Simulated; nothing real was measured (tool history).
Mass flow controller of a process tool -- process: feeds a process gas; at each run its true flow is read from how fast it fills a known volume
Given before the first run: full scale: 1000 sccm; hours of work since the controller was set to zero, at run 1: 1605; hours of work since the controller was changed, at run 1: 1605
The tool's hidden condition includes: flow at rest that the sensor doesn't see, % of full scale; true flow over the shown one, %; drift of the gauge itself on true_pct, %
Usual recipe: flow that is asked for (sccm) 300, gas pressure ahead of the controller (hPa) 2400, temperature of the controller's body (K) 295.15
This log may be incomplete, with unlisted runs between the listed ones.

run	hour	flow that is asked for (sccm)	gas pressure ahead of the controller (hPa)	temperature of the controller's body (K)	hours of work since the controller was set to zero	hours of work since the controller was changed	true flow (%)
1	0.0	300	2400	295.15	1605	1605	98.97
2	213.9	300	2400	295.15	1724	1724	98.86
3	326.6	300	2400	295.15	1786	1786	99.16
4	520.4	300	2400	295.15	1894	1894	99.07
5	754.4	300	2400	295.15	2023	2023	99.17
6	977.1	412	2400	295.15	2147	2147	99.40
7	1172.6	412	2400	295.15	2255	2255	99.32
8	1385.0	412	2400	295.15	2373	2373	99.40
# hour 1396.8: controller's zero set anew
9	1562.5	300	2400	294.15	92	2471	99.94
10	1758.9	300	2400	295.15	201	2580	100.04
11	1934.6	300	1470	311.15	298	2677	102.29
12	2085.5	300	1470	311.15	382	2761	102.37
13	2227.4	300	1470	311.15	461	2840	102.48
# hour 2262.1: controller's zero set anew, once more
14	2383.4	144	1470	311.15	67	2926	100.67
15	2549.9	144	1470	311.15	160	3018	100.83
16	2758.7	144	1470	298.15	275	3134	99.30
17	3001.7	317	1790	297.15	410	3269	99.41
18	3217.0	521	2210	310.15	529	3388	101.22
19	3449.3	521	2210	310.15	658	3517	101.44

Per-run results on a tool with no hidden state, each run keeping its own random variation:
run	true flow (%)
1	97.96
2	97.76
3	98.02
4	97.85
5	97.87
6	98.26
7	98.12
8	98.13
9	97.84
10	97.87
11	100.05
12	100.06
13	100.12
14	99.76
15	99.81
16	98.13
17	98.38
18	100.22
19	100.36
